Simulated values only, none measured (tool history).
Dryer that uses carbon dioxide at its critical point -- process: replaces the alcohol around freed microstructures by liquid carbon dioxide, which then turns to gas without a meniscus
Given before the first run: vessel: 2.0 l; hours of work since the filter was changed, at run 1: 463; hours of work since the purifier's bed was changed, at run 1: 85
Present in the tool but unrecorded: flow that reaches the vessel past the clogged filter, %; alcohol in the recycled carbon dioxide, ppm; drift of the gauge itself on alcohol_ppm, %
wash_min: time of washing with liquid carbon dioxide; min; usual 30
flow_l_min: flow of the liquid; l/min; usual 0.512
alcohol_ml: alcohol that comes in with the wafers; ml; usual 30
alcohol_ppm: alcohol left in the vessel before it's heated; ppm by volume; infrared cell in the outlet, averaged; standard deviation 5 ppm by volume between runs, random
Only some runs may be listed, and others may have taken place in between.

run	hour	wash_min	flow_l_min	alcohol_ml	hours of work since the filter was changed	hours of work since the purifier's bed was changed	alcohol_ppm
1	0	30	0.512	30	463	85	141
2	11.5	30	0.512	30	471	93	147
3	20	30	0.512	30	477	99	150
# hour 21.9: inlet filter changed
4	31.4	27	0.512	30	7	106	107
5	43.6	30	0.512	30	15	115	76
6	58.7	30	0.512	30	26	126	93
7	72.6	30	0.512	30	36	136	84
8	88.6	30	0.512	30	47	147	90
9	98.2	29	0.512	30	54	154	101
10	109.1	30	0.512	30	62	162	98
11	125.3	30	0.512	30	74	173	106
12	141.6	30	0.512	30	85	185	100
13	156.4	30	0.512	30	96	195	106
14	170.8	22	0.512	30	106	206	279
15	180.8	21	0.512	40	113	213	443
16	194.3	22	0.512	40	123	222	373
17	209.8	38	0.512	113	134	233	101
18	218.6	26	0.488	24	140	240	170
19	233.4	41	0.512	30	150	250	84
20	251.9	41	0.864	30	164	263	82
21	272.3	44	0.465	26	178	278	91
22	291.3	40	0.532	76	192	291	100
23	302.1	40	0.532	76	199	299	102
24	317.5	45	0.768	40	210	310	86
25	332.3	26	0.768	114	221	320	133
26	348.7	19	0.603	62	232	332	638
27	365.7	37	0.415	38	245	344	181
28	374.4	27	0.512	30	251	350	211

Below are 4 alternative next runs, each starting from the tool's condition after run 28. Predict each:
A	385.1	33	0.512	50	258	358	?
B	385.1	27	0.611	55	258	358	?
C	385.1	23	0.633	30	258	358	?
D	385.1	27	0.413	52	258	358	?

run	alcohol_ppm
A	161
B	190
C	185
D	600
Without the tool's unlogged condition, the same runs would have read:
run	alcohol_ppm
A	41
B	59
C	59
D	344
